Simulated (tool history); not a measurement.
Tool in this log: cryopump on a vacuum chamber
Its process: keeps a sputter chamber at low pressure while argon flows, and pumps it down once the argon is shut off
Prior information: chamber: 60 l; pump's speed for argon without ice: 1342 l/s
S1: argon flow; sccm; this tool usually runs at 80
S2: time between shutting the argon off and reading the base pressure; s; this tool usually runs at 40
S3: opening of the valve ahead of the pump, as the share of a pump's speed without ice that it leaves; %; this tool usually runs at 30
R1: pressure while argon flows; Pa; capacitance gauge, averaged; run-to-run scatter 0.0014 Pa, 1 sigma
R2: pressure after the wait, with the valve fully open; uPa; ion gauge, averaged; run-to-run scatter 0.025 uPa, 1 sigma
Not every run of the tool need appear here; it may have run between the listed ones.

run   hour   S1   S2  S3      R1    R2
  1      0   80   40  30   0.351  2.51
  2   10.8   80   40  30  0.3527  2.52
  3   30.2   80   40  30  0.3542   2.5
  4   43.7   80   40  30   0.353  2.53
  5   54.6   80   40  30  0.3529   2.6
  6   71.8   80   27  30  0.3562  2.93
  7   82.7   80   27  30  0.3563  3.03
  8   97.2   58  128  24  0.3191  2.13
  9  114.4   50   40  30  0.2213  2.62
 10  129.3   53   31  29  0.2429  2.89
 11  144.4   53  287  32  0.2225  1.99
 12  155.7  117   40  26  0.5985  2.66
 13  165.5   74   42  51  0.2028  2.69

Measured result minus the same run's result without the hidden state. Both carry the same run-to-run variation, though not necessarily the same gauge scatter:
Hidden conditions of the tool in this case: pump's speed, % of a pump's without ice; cold plate's temperature, K; leak into the chamber, uPa l/s; drift of the gauge itself on working_pa, %; drift of the gauge itself on base_upa, %.
run       R1     R2
  1  +0.0155  +1.47
  2  +0.0159  +1.48
  3  +0.0167  +1.47
  4  +0.0172  +1.51
  5  +0.0175  +1.56
  6  +0.0183  +1.53
  7  +0.0187  +1.59
  8   +0.014   +1.6
  9  +0.0123  +1.58
 10  +0.0136  +1.61
 11   +0.014  +1.65
 12  +0.0315  +1.64
 13  +0.0202  +1.67

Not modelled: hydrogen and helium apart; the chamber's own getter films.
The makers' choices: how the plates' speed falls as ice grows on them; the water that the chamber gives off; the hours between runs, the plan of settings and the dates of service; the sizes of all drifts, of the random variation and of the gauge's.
